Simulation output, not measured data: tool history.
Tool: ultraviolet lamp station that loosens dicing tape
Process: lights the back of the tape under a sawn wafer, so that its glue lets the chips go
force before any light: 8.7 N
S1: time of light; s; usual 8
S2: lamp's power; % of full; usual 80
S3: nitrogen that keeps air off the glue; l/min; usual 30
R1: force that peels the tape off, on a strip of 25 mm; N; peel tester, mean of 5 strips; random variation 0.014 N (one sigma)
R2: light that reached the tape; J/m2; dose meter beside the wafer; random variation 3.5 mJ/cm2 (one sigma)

run,day,S1,S2,S3,R1,R2
1,0,8,80,30,1.002,4660
2,0.588,8,80,30,1.076,4600
3,1.196,8,80,30,1.055,4560
4,1.65,8,80,30,1.08,4550
5,2.354,8,80,30,1.089,4500
6,3.029,8,80,30,1.12,4450
7,3.654,8,80,30,1.156,4400
8,4.121,8,80,11,2.024,4430
# day 4.738: window cleaned of glue's vapour
9,4.988,14,80,11,0.912,7250
10,5.679,8,80,30,1.306,4080
11,6.538,8,80,30,1.32,4000
# day 7.221: window cleaned of glue's vapour, once more
12,7.396,8,65,30,1.215,4210
13,8.108,8,65,30,1.285,4180
14,9.004,8,65,30,1.273,4160
15,9.492,8,80,30,0.892,5110
16,10.258,7,80,30,1.138,4430
17,11.171,8,80,30,0.947,4910
18,11.604,4,80,30,2.702,2440
19,12.254,8,80,15,1.486,4900
20,13.038,8,80,30,0.994,4880
21,13.504,8,75,30,1.121,4510
22,14.254,8,80,11,1.878,4720
23,15.029,13,67,11,1.156,6450
24,15.583,7,77,30,1.358,3970
25,16.333,8,70,30,1.279,3990
26,16.85,8,70,30,1.35,4070
27,17.358,14,80,30,0.347,7950
28,18.208,14,80,37,0.301,7860
29,18.925,14,81,30,0.347,7900
30,19.679,9,61,37,1.304,3800
31,20.35,8,73,19,1.754,4000
32,21.108,8,73,19,1.825,3940
33,21.779,8,86,31,1.024,4590
34,22.45,8,75,15,2.066,4010
35,23.05,8,62,45,1.554,3290
36,23.671,8,80,18,1.738,4200
37,24.546,12,77,44,0.508,5930
38,25.379,12,87,50,0.366,6690
39,26.254,10,80,11,1.727,5040
40,26.725,10,80,11,1.735,5030
41,27.2,15,81,11,0.878,7460
42,27.883,7,81,11,2.663,3470
43,28.442,7,81,11,2.754,3470

3 ways to go on from here, each from the tool as it stands after run 43. What would each give?
A,29.129,7,65,11,?,?
B,29.129,9,97,24,?,?
C,29.129,5,71,11,?,?

run,R1,R2
A,3.644,2750
B,0.95,5320
C,4.215,2170
Without the tool's hidden state the same runs would have given:
run,R1,R2
A,2.318,4170
B,0.401,8040
C,2.945,3280
